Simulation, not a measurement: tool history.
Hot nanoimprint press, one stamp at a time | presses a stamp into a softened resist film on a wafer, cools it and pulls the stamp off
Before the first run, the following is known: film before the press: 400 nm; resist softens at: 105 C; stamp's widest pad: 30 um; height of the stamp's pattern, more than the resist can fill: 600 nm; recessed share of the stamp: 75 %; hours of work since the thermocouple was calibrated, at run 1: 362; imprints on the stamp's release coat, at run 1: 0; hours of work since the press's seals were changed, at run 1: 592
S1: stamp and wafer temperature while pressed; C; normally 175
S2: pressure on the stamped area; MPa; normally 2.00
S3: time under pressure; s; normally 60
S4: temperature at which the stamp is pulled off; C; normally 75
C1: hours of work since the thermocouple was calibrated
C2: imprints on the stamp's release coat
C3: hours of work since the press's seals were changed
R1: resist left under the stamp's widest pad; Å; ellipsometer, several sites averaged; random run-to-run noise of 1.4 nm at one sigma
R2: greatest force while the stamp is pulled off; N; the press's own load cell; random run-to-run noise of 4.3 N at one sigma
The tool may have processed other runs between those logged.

| run | hour | S1 | S2 | S3 | S4 | C1 | C2 | C3 | R1 | R2 |
|---|---|---|---|---|---|---|---|---|---|---|
| 1 | 0.0 | 175 | 2.00 | 60 | 75 | 362 | 0 | 592 | 2043 | 211 |
| 2 | 23.7 | 175 | 2.00 | 60 | 75 | 381 | 81 | 611 | 2030 | 212 |
| 3 | 50.6 | 175 | 2.00 | 60 | 75 | 402 | 173 | 632 | 2033 | 214 |
| 4 | 77.7 | 175 | 2.00 | 60 | 75 | 423 | 265 | 653 | 2049 | 215 |
| 5 | 94.2 | 175 | 2.00 | 60 | 75 | 436 | 322 | 666 | 2018 | 224 |
| 6 | 120.9 | 175 | 1.41 | 60 | 75 | 457 | 413 | 687 | 2294 | 229 |
| 7 | 151.6 | 175 | 2.00 | 60 | 75 | 481 | 518 | 711 | 2025 | 233 |
|  | 157.2 | plate thermocouple calibrated |
|  | 172.3 | stamp cleaned and given a new release coat |
| 8 | 179.9 | 175 | 1.20 | 60 | 75 | 13 | 26 | 727 | 2615 | 211 |
| 9 | 217.0 | 175 | 1.20 | 60 | 75 | 42 | 152 | 756 | 2613 | 220 |
| 10 | 253.2 | 175 | 1.20 | 60 | 75 | 71 | 276 | 784 | 2611 | 221 |
| 11 | 281.2 | 175 | 1.20 | 86 | 75 | 93 | 372 | 806 | 2315 | 223 |
| 12 | 315.3 | 175 | 1.20 | 86 | 75 | 119 | 488 | 833 | 2307 | 239 |

For run 13, what comes out?
|  | 340.9 | stamp cleaned and given a new release coat |
| 13 | 340.9 | 165 | 1.20 | 86 | 81 | 135 | 0 | 848 | ? | ? |

{"run 13": {"R1": 3289, "R2": 188}}
With no hidden state in the tool, this same run would have given R1 3311 Å, R2 189 N.
